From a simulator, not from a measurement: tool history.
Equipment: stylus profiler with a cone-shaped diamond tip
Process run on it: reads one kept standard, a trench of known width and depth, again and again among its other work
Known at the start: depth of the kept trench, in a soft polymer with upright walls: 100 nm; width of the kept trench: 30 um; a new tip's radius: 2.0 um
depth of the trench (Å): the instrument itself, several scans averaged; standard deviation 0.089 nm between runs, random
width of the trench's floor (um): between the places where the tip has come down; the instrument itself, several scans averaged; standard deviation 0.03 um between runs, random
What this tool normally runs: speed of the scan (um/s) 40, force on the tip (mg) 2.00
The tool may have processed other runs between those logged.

run	hour	speed of the scan (um/s)	force on the tip (mg)	depth of the trench (Å)	width of the trench's floor (um)
1	0.0	40	2.00	1013.7	27.84
2	10.9	40	3.07	1014.6	27.88
3	28.9	40	2.00	1013.2	27.82
4	39.1	40	1.49	1011.4	27.81
5	55.4	40	1.49	1011.5	27.81
6	69.5	40	1.49	1012.5	27.83
7	78.6	40	1.49	1012.1	27.86
8	90.9	40	1.49	1013.1	27.77
9	109.2	40	2.00	1013.7	27.83
10	125.7	40	2.00	1012.4	27.82
11	139.9	40	2.00	1012.2	27.81
12	157.6	40	2.00	1012.7	27.80
13	172.4	40	2.00	1012.2	27.77
14	188.3	40	2.00	1013.0	27.81
15	199.1	40	2.00	1011.8	27.81
16	211.1	40	2.00	1013.1	27.75
17	226.3	40	2.00	1014.3	27.78
18	243.9	40	2.00	1012.4	27.81
19	259.9	40	2.00	1013.8	27.73
20	273.1	73	2.00	1013.6	27.68
21	282.7	15	2.04	1014.6	27.84
22	294.5	62	1.62	1012.8	27.70
23	306.3	153	2.05	1013.3	27.35
24	319.8	24	1.81	1012.5	27.82
# hour 321.7: height scale calibrated on a step standard
25	338.0	24	2.64	1016.0	27.75
26	349.4	35	1.42	1014.4	27.68
27	360.9	35	1.42	1012.7	27.69
28	373.3	50	1.42	1012.2	27.63
29	389.3	11	2.10	1015.0	27.86
30	403.6	12	2.79	1018.6	27.83
31	414.2	15	4.20	1019.6	27.81
32	424.7	28	2.93	1018.1	27.81
# hour 428.8: height scale calibrated on a step standard, once more
33	445.2	28	2.93	1010.0	27.80
34	460.7	28	2.93	1008.9	27.76
35	479.5	22	1.16	1007.1	27.71
36	497.6	22	1.16	1005.6	27.71
37	516.7	22	1.16	1005.2	27.79
38	524.9	15	1.16	1006.6	27.81
39	533.4	15	1.16	1004.1	27.74
40	542.9	20	2.36	1009.2	27.80

Predict each of these 5 candidate next runs independently; none follows another, all start after run 40:
# hour 551.4: new tip fitted, height scale calibrated
A	554.6	17	1.61	?	?
# hour 551.4: new tip fitted, height scale calibrated
B	554.6	36	4.06	?	?
# hour 551.4: new tip fitted, height scale calibrated
C	554.6	40	2.30	?	?
# hour 551.4: new tip fitted, height scale calibrated
D	554.6	92	0.90	?	?
# hour 551.4: new tip fitted, height scale calibrated
E	554.6	33	1.74	?	?

run	depth of the trench (Å)	width of the trench's floor (um)
A	1006.8	28.69
B	1011.7	28.67
C	1008.5	28.67
D	1003.7	28.27
E	1006.5	28.64
Take away the tool's hidden state, keep each run's random variation, and the runs would have read:
run	depth of the trench (Å)	width of the trench's floor (um)
A	1007.1	28.68
B	1012.1	28.66
C	1008.9	28.66
D	1004.1	28.26
E	1006.9	28.62

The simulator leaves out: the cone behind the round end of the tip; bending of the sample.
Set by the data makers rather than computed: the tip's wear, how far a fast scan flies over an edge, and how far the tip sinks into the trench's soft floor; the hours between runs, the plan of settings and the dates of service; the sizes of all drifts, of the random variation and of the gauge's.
